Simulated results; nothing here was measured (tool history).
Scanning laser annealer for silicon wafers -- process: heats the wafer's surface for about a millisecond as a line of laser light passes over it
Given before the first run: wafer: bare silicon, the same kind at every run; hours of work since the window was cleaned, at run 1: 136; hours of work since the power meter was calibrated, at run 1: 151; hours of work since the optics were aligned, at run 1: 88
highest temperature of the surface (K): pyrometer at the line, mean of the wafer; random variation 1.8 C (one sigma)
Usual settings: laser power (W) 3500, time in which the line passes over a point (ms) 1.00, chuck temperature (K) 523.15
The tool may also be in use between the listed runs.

| run | hour | laser power (W) | time in which the line passes over a point (ms) | chuck temperature (K) | hours of work since the window was cleaned | hours of work since the power meter was calibrated | hours of work since the optics were aligned | highest temperature of the surface (K) |
|---|---|---|---|---|---|---|---|---|
| 1 | 0.0 | 3500 | 1.00 | 523.15 | 136 | 151 | 88 | 1228.15 |
| 2 | 10.7 | 3500 | 1.00 | 523.15 | 141 | 156 | 92 | 1230.15 |
| 3 | 18.9 | 3500 | 1.00 | 523.15 | 144 | 159 | 96 | 1228.15 |
| 4 | 28.9 | 3500 | 1.00 | 523.15 | 149 | 164 | 100 | 1227.15 |
| 5 | 35.8 | 3500 | 1.00 | 523.15 | 152 | 167 | 103 | 1224.15 |
| 6 | 43.7 | 3225 | 1.00 | 523.15 | 155 | 170 | 106 | 1154.15 |
| 7 | 48.8 | 3225 | 1.00 | 523.15 | 157 | 172 | 108 | 1156.15 |
| 8 | 57.4 | 3225 | 1.00 | 523.15 | 161 | 176 | 112 | 1153.15 |
| 9 | 65.5 | 3225 | 1.00 | 523.15 | 164 | 179 | 115 | 1157.15 |
| 10 | 72.7 | 3225 | 1.00 | 523.15 | 167 | 182 | 118 | 1153.15 |
| 11 | 78.6 | 3225 | 1.00 | 523.15 | 170 | 185 | 121 | 1155.15 |
| 12 | 86.0 | 3225 | 1.00 | 523.15 | 173 | 188 | 124 | 1156.15 |
| 13 | 92.9 | 3225 | 1.08 | 523.15 | 176 | 191 | 127 | 1180.15 |
| 14 | 98.5 | 3225 | 1.08 | 523.15 | 178 | 193 | 129 | 1181.15 |
| 15 | 104.7 | 3500 | 0.78 | 523.15 | 181 | 196 | 132 | 1137.15 |
| 16 | 114.9 | 3500 | 0.78 | 523.15 | 185 | 200 | 136 | 1133.15 |
| 17 | 125.9 | 3500 | 0.78 | 523.15 | 190 | 205 | 141 | 1136.15 |
| 18 | 133.6 | 3500 | 0.78 | 523.15 | 193 | 208 | 144 | 1134.15 |
| 19 | 144.5 | 3169 | 0.93 | 493.15 | 198 | 213 | 149 | 1084.15 |

Estimate the outcome of run 20 from the log above:
| 20 | 154.8 | 3079 | 0.85 | 489.15 | 202 | 217 | 153 | ? |

highest temperature of the surface (K): 1032.15
If the tool had no hidden condition, the same run with the same run-to-run variation would have returned highest temperature of the surface (K) 1058.15.

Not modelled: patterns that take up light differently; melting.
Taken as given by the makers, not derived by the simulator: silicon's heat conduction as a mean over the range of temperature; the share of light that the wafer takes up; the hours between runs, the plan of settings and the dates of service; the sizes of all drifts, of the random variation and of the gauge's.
